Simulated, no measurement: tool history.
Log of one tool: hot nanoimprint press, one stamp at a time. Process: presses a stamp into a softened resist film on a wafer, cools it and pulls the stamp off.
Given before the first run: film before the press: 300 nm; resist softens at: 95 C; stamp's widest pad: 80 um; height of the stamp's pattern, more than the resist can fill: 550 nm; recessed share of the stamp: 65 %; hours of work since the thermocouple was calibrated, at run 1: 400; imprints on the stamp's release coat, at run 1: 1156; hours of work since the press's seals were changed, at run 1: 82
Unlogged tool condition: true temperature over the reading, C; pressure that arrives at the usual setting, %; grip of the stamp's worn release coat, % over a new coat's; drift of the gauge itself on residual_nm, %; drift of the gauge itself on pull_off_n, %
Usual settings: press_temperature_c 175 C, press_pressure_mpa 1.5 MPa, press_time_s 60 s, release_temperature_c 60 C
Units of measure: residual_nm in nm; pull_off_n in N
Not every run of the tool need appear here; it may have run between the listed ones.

run,hour,press_temperature_c,press_pressure_mpa,press_time_s,release_temperature_c,hours of work since the thermocouple was calibrated,imprints on the stamp's release coat,hours of work since the press's seals were changed,residual_nm,pull_off_n
1,0,175,1.5,60,60,400,1156,82,171.1,237
2,58.1,175,1.5,60,53,440,1356,122,171.7,255
3,85.7,175,1.5,60,60,459,1451,141,172,241
4,123.6,175,1.5,60,60,484,1582,167,170.2,234
5,160.1,175,1.5,60,60,509,1708,192,171.9,233
6,194.7,175,1.5,60,54,533,1827,215,171.8,252
# hour 243.5: plate thermocouple calibrated
7,251.2,175,1.5,60,54,5,2012,252,171.6,255
8,292,175,1.5,60,54,33,2153,280,171.3,255
9,336.8,175,1.5,60,54,64,2307,310,172.4,263
# hour 355: stamp cleaned and given a new release coat
10,384.8,175,1.5,60,54,92,103,339,169.6,262
11,441,175,1.5,60,45,131,297,377,170.8,288
12,479.1,175,1.5,60,45,157,428,403,171.8,284
13,513.4,185,1.5,60,60,180,546,427,126.9,240
14,556.6,185,1.5,60,60,210,695,456,125.4,236
15,606,185,1.5,60,60,243,866,490,126.1,227
16,652.8,185,1.5,60,60,275,1027,522,125.6,232
17,688.6,185,1.5,60,60,300,1150,546,126.1,232
18,722.9,185,1.5,60,60,323,1269,570,125.7,243
19,774.2,185,1.5,60,60,358,1446,605,126,241
20,822.4,185,1.5,60,60,391,1612,638,127.6,242
# hour 868.1: press's hydraulic seals changed and the load cell set to zero
21,878.7,175,1.05,49,60,424,1779,7,206,229
22,923.8,175,1.5,35,60,455,1934,38,200.8,239
23,981,187,1.5,60,60,494,2132,77,118.5,235
24,1034.5,175,1.87,85,60,530,2316,114,139.4,237
# hour 1047.3: stamp cleaned and given a new release coat
# hour 1091.6: plate thermocouple calibrated
25,1096.6,175,1.87,85,60,3,160,150,138.7,237
26,1130.7,175,1.87,85,60,27,278,173,138.7,242
27,1167.9,175,1.73,60,53,52,406,198,161.9,266
28,1197.7,182,1.53,63,55,72,509,219,134.1,251
29,1234.3,180,1.5,60,60,97,635,244,148.1,229

What if the next run were any one of these 4? Each begins from the tool's condition after run 29:
A,1274.3,181,1.5,44,60,125,773,271,?,?
B,1274.3,180,1.5,102,60,125,773,271,?,?
C,1274.3,180,1.5,60,58,125,773,271,?,?
D,1274.3,175,1.07,87,63,125,773,271,?,?

run,residual_nm,pull_off_n
A,160.4,240
B,120.8,235
C,147.6,249
D,175,237
What these runs would have given with no unlogged condition in the tool:
run,residual_nm,pull_off_n
A,160.4,239
B,120.8,234
C,147.7,247
D,175,235
